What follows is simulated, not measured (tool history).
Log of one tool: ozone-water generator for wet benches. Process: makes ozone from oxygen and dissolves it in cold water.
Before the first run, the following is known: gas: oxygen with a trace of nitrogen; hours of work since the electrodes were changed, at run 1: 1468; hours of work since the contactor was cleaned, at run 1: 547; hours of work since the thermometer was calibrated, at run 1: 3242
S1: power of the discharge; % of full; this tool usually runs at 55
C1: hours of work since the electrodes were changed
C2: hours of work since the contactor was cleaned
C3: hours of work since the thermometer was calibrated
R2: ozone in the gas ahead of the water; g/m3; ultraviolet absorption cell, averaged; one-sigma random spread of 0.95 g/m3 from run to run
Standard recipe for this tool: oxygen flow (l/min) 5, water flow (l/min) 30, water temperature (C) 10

run 1 hour=0 | S1=55 oxygen_flow_(l/min)=5 water_flow_(l/min)=30 water_temperature_(C)=10 | C1=1468 C2=547 C3=3242 | dissolved_ozone_(ppm)=16.3 R2=162
run 2 hour=175 | S1=55 oxygen_flow_(l/min)=5.33 water_flow_(l/min)=30 water_temperature_(C)=10 | C1=1626 C2=705 C3=3401 | dissolved_ozone_(ppm)=16.7 R2=154.9
run 3 hour=288 | S1=55 oxygen_flow_(l/min)=5 water_flow_(l/min)=30 water_temperature_(C)=10 | C1=1728 C2=807 C3=3503 | dissolved_ozone_(ppm)=16.4 R2=160.6
run 4 hour=469.2 | S1=55 oxygen_flow_(l/min)=4.58 water_flow_(l/min)=30 water_temperature_(C)=10 | C1=1892 C2=971 C3=3666 | dissolved_ozone_(ppm)=16.2 R2=169
run 5 hour=627.5 | S1=55 oxygen_flow_(l/min)=4.58 water_flow_(l/min)=30 water_temperature_(C)=17 | C1=2035 C2=1114 C3=3809 | dissolved_ozone_(ppm)=15.1 R2=169.6
run 6 hour=818.3 | S1=62 oxygen_flow_(l/min)=5 water_flow_(l/min)=30 water_temperature_(C)=10 | C1=2207 C2=1286 C3=3982 | dissolved_ozone_(ppm)=18.1 R2=175.7
run 7 hour=905.6 | S1=55 oxygen_flow_(l/min)=5 water_flow_(l/min)=30 water_temperature_(C)=10 | C1=2286 C2=1365 C3=4061 | dissolved_ozone_(ppm)=16.3 R2=160.2
run 8 hour=1063.1 | S1=55 oxygen_flow_(l/min)=5 water_flow_(l/min)=30 water_temperature_(C)=10 | C1=2428 C2=1508 C3=4203 | dissolved_ozone_(ppm)=16.5 R2=160.7
run 9 hour=1166.1 | S1=55 oxygen_flow_(l/min)=5 water_flow_(l/min)=30 water_temperature_(C)=10 | C1=2521 C2=1601 C3=4296 | dissolved_ozone_(ppm)=16.4 R2=160.7
run 10 hour=1343.3 | S1=55 oxygen_flow_(l/min)=5 water_flow_(l/min)=30 water_temperature_(C)=10 | C1=2682 C2=1761 C3=4456 | dissolved_ozone_(ppm)=16.7 R2=158.9
run 11 hour=1458.6 | S1=55 oxygen_flow_(l/min)=4.66 water_flow_(l/min)=30 water_temperature_(C)=10 | C1=2786 C2=1865 C3=4560 | dissolved_ozone_(ppm)=16.2 R2=168.1
run 12 hour=1632.7 | S1=55 oxygen_flow_(l/min)=4.66 water_flow_(l/min)=30 water_temperature_(C)=10 | C1=2943 C2=2022 C3=4718 | dissolved_ozone_(ppm)=16.2 R2=166.6
run 13 hour=1718.2 | S1=55 oxygen_flow_(l/min)=5 water_flow_(l/min)=42 water_temperature_(C)=10 | C1=3020 C2=2100 C3=4795 | dissolved_ozone_(ppm)=12.1 R2=159.9
run 14 hour=1823.8 | S1=55 oxygen_flow_(l/min)=5 water_flow_(l/min)=42 water_temperature_(C)=10 | C1=3116 C2=2195 C3=4891 | dissolved_ozone_(ppm)=12.1 R2=160.4
run 15 hour=1964.2 | S1=55 oxygen_flow_(l/min)=8.56 water_flow_(l/min)=19 water_temperature_(C)=7 | C1=3243 C2=2322 C3=5017 | dissolved_ozone_(ppm)=24.6 R2=119
run 16 hour=2156.4 | S1=55 oxygen_flow_(l/min)=3.46 water_flow_(l/min)=30 water_temperature_(C)=17 | C1=3416 C2=2496 C3=5191 | dissolved_ozone_(ppm)=14.7 R2=198.3
run 17 hour=2324.2 | S1=47 oxygen_flow_(l/min)=7.87 water_flow_(l/min)=41 water_temperature_(C)=13 | C1=3568 C2=2647 C3=5343 | dissolved_ozone_(ppm)=11.5 R2=108.9
-- hour=2351.2 contactor cleaned
run 18 hour=2509.4 | S1=47 oxygen_flow_(l/min)=7.87 water_flow_(l/min)=41 water_temperature_(C)=13 | C1=3732 C2=143 C3=5506 | dissolved_ozone_(ppm)=11.4 R2=106.7
run 19 hour=2634 | S1=58 oxygen_flow_(l/min)=2.89 water_flow_(l/min)=40 water_temperature_(C)=9 | C1=3844 C2=256 C3=5619 | dissolved_ozone_(ppm)=11.4 R2=228.2
-- hour=2818.6 water thermometer calibrated
run 20 hour=2833.6 | S1=58 oxygen_flow_(l/min)=2.89 water_flow_(l/min)=40 water_temperature_(C)=9 | C1=4024 C2=435 C3=14 | dissolved_ozone_(ppm)=11.6 R2=229.7
run 21 hour=2921.4 | S1=41 oxygen_flow_(l/min)=2.67 water_flow_(l/min)=33 water_temperature_(C)=8 | C1=4104 C2=515 C3=93 | dissolved_ozone_(ppm)=10.4 R2=181.5
run 22 hour=3120.5 | S1=55 oxygen_flow_(l/min)=4.6 water_flow_(l/min)=26 water_temperature_(C)=10 | C1=4284 C2=695 C3=273 | dissolved_ozone_(ppm)=18.3 R2=167.2
run 23 hour=3268.4 | S1=52 oxygen_flow_(l/min)=7.69 water_flow_(l/min)=29 water_temperature_(C)=10 | C1=4417 C2=828 C3=407 | dissolved_ozone_(ppm)=16.8 R2=118.2
run 24 hour=3401.9 | S1=52 oxygen_flow_(l/min)=3.28 water_flow_(l/min)=36 water_temperature_(C)=7 | C1=4538 C2=949 C3=527 | dissolved_ozone_(ppm)=12.4 R2=194
run 25 hour=3527.8 | S1=52 oxygen_flow_(l/min)=3.28 water_flow_(l/min)=36 water_temperature_(C)=7 | C1=4652 C2=1063 C3=641 | dissolved_ozone_(ppm)=12.5 R2=192.1

Each row is a separate what-if for the run after 25, all from the same tool condition, not one after another. Results?
run A hour=3651.8 | S1=55 oxygen_flow_(l/min)=2.78 water_flow_(l/min)=30 water_temperature_(C)=11 | C1=4764 C2=1175 C3=753 | dissolved_ozone_(ppm)=? R2=?
run B hour=3651.8 | S1=55 oxygen_flow_(l/min)=3.99 water_flow_(l/min)=24 water_temperature_(C)=13 | C1=4764 C2=1175 C3=753 | dissolved_ozone_(ppm)=? R2=?
run C hour=3651.8 | S1=55 oxygen_flow_(l/min)=5 water_flow_(l/min)=30 water_temperature_(C)=14 | C1=4764 C2=1175 C3=753 | dissolved_ozone_(ppm)=? R2=?
run D hour=3651.8 | S1=75 oxygen_flow_(l/min)=5 water_flow_(l/min)=28 water_temperature_(C)=11 | C1=4764 C2=1175 C3=753 | dissolved_ozone_(ppm)=? R2=?
run E hour=3651.8 | S1=55 oxygen_flow_(l/min)=7.52 water_flow_(l/min)=23 water_temperature_(C)=10 | C1=4764 C2=1175 C3=753 | dissolved_ozone_(ppm)=? R2=?

run=A dissolved_ozone_(ppm)=14.6 R2=220.9
run=B dissolved_ozone_(ppm)=18.8 R2=179.4
run=C dissolved_ozone_(ppm)=15.7 R2=157.8
run=D dissolved_ozone_(ppm)=22 R2=204.3
run=E dissolved_ozone_(ppm)=20.9 R2=125.3
Stripped of hidden state, with their random variation kept, the same runs would have yielded:
run=A dissolved_ozone_(ppm)=14.6 R2=225.4
run=B dissolved_ozone_(ppm)=18.8 R2=183
run=C dissolved_ozone_(ppm)=15.7 R2=161
run=D dissolved_ozone_(ppm)=22.1 R2=208.6
run=E dissolved_ozone_(ppm)=20.9 R2=127.8
